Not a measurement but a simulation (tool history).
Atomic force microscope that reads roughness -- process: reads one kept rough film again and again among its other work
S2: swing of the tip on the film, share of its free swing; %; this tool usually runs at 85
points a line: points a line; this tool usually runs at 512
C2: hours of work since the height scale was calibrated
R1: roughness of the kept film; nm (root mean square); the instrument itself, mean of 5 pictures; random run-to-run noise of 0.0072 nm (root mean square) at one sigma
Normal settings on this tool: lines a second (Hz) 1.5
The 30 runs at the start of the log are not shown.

run 31 hour=1532.1 | lines_a_second_(Hz)=2.42 S2=85 points_a_line=595 | pictures_with_this_tip=251 C2=2111 | R1=1.216
run 32 hour=1573.5 | lines_a_second_(Hz)=2.42 S2=85 points_a_line=595 | pictures_with_this_tip=301 C2=2132 | R1=1.2
-- hour=1591.3 new tip fitted
run 33 hour=1610.9 | lines_a_second_(Hz)=2.42 S2=85 points_a_line=595 | pictures_with_this_tip=24 C2=2151 | R1=1.326
run 34 hour=1649.4 | lines_a_second_(Hz)=0.55 S2=87 points_a_line=550 | pictures_with_this_tip=71 C2=2171 | R1=1.534
run 35 hour=1687.9 | lines_a_second_(Hz)=1.5 S2=75 points_a_line=324 | pictures_with_this_tip=118 C2=2190 | R1=1.463
run 36 hour=1730.6 | lines_a_second_(Hz)=0.63 S2=75 points_a_line=324 | pictures_with_this_tip=171 C2=2212 | R1=1.5
run 37 hour=1777.1 | lines_a_second_(Hz)=1.16 S2=58 points_a_line=1007 | pictures_with_this_tip=228 C2=2236 | R1=1.498
run 38 hour=1828.5 | lines_a_second_(Hz)=1.16 S2=58 points_a_line=1007 | pictures_with_this_tip=291 C2=2263 | R1=1.47
-- hour=1856.4 new tip fitted
run 39 hour=1886.3 | lines_a_second_(Hz)=2.27 S2=85 points_a_line=287 | pictures_with_this_tip=36 C2=2292 | R1=1.323
run 40 hour=1943.8 | lines_a_second_(Hz)=0.89 S2=85 points_a_line=512 | pictures_with_this_tip=107 C2=2321 | R1=1.49
run 41 hour=2001.9 | lines_a_second_(Hz)=1.5 S2=76 points_a_line=511 | pictures_with_this_tip=178 C2=2351 | R1=1.415
run 42 hour=2050.4 | lines_a_second_(Hz)=2.31 S2=82 points_a_line=266 | pictures_with_this_tip=238 C2=2376 | R1=1.254
run 43 hour=2107.3 | lines_a_second_(Hz)=2.09 S2=62 points_a_line=533 | pictures_with_this_tip=308 C2=2405 | R1=1.402
-- hour=2120.9 new tip fitted
-- hour=2164.4 height scale calibrated on a step standard
run 44 hour=2171.5 | lines_a_second_(Hz)=1.41 S2=73 points_a_line=287 | pictures_with_this_tip=61 C2=4 | R1=1.529
run 45 hour=2216.4 | lines_a_second_(Hz)=2.02 S2=85 points_a_line=512 | pictures_with_this_tip=116 C2=27 | R1=1.353
run 46 hour=2276.6 | lines_a_second_(Hz)=1.74 S2=61 points_a_line=570 | pictures_with_this_tip=190 C2=58 | R1=1.51
run 47 hour=2323.1 | lines_a_second_(Hz)=1.5 S2=58 points_a_line=302 | pictures_with_this_tip=247 C2=82 | R1=1.489
run 48 hour=2358.6 | lines_a_second_(Hz)=1.5 S2=58 points_a_line=302 | pictures_with_this_tip=291 C2=100 | R1=1.443
-- hour=2386 new tip fitted
run 49 hour=2424.8 | lines_a_second_(Hz)=2.45 S2=75 points_a_line=865 | pictures_with_this_tip=47 C2=134 | R1=1.452
run 50 hour=2475.8 | lines_a_second_(Hz)=1.5 S2=59 points_a_line=333 | pictures_with_this_tip=110 C2=160 | R1=1.564
run 51 hour=2525.5 | lines_a_second_(Hz)=1.5 S2=59 points_a_line=333 | pictures_with_this_tip=171 C2=185 | R1=1.527

What if the next run were any one of these 5? Each begins from the tool's condition after run 51:
run A hour=2561.7 | lines_a_second_(Hz)=1.5 S2=65 points_a_line=416 | pictures_with_this_tip=215 C2=204 | R1=?
run B hour=2561.7 | lines_a_second_(Hz)=1.07 S2=89 points_a_line=266 | pictures_with_this_tip=215 C2=204 | R1=?
run C hour=2561.7 | lines_a_second_(Hz)=3 S2=82 points_a_line=1020 | pictures_with_this_tip=215 C2=204 | R1=?
run D hour=2561.7 | lines_a_second_(Hz)=1.74 S2=59 points_a_line=333 | pictures_with_this_tip=215 C2=204 | R1=?
run E hour=2561.7 | lines_a_second_(Hz)=1.5 S2=59 points_a_line=929 | pictures_with_this_tip=215 C2=204 | R1=?

run=A R1=1.476
run=B R1=1.364
run=C R1=1.236
run=D R1=1.476
run=E R1=1.509
With the hidden condition removed and each run's random variation left untouched, the same runs would have given:
run=A R1=1.626
run=B R1=1.501
run=C R1=1.361
run=D R1=1.626
run=E R1=1.661

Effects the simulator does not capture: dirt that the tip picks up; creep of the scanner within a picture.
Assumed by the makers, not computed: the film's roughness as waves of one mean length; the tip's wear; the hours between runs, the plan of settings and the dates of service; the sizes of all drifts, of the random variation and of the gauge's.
